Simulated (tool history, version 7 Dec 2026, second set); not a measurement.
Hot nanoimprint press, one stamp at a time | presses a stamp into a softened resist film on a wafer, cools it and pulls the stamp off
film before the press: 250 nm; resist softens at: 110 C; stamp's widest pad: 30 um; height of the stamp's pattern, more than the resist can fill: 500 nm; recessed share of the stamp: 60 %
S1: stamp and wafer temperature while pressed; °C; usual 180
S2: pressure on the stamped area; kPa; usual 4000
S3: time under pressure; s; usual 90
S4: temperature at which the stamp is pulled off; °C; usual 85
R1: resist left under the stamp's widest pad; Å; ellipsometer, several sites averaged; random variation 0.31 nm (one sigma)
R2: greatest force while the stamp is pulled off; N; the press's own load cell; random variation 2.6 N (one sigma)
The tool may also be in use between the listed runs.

run,hour,S1,S2,S3,S4,R1,R2
1,0.0,180,4000,90,85,1135,189
2,12.2,180,4000,98,85,1090,188
3,24.1,180,4000,98,85,1096,188
4,33.0,180,4000,98,85,1098,188
5,43.6,180,4000,98,85,1091,185
6,56.2,180,4000,98,85,1095,189
7,62.9,180,4000,90,74,1129,224
8,74.1,180,4000,136,85,955,192
9,80.6,191,4000,136,85,511,193
10,85.7,191,4000,136,88,504,178
11,92.7,191,4000,50,88,806,182
# hour 104.2: stamp cleaned and given a new release coat
12,109.5,188,4000,175,85,540,153
13,115.0,180,6350,90,81,931,160
14,122.8,180,6350,64,83,1066,158
15,128.4,187,3460,100,83,785,161
16,137.0,187,3460,100,83,783,158
17,145.3,187,3460,100,83,781,153
18,153.2,187,5120,49,83,889,154
19,161.6,187,5120,49,83,890,159
20,173.1,178,3830,90,88,1272,150
21,178.5,178,3830,90,88,1271,149

3 ways to go on from here, each from the tool as it stands after run 21. What would each give?
A,188.6,176,4560,90,88,?,?
B,188.6,180,5750,90,85,?,?
C,188.6,178,4970,142,88,?,?

run,R1,R2
A,1327,148
B,966,157
C,962,150
Without the tool's hidden state the same runs would have given:
run,R1,R2
A,1337,145
B,969,153
C,968,147
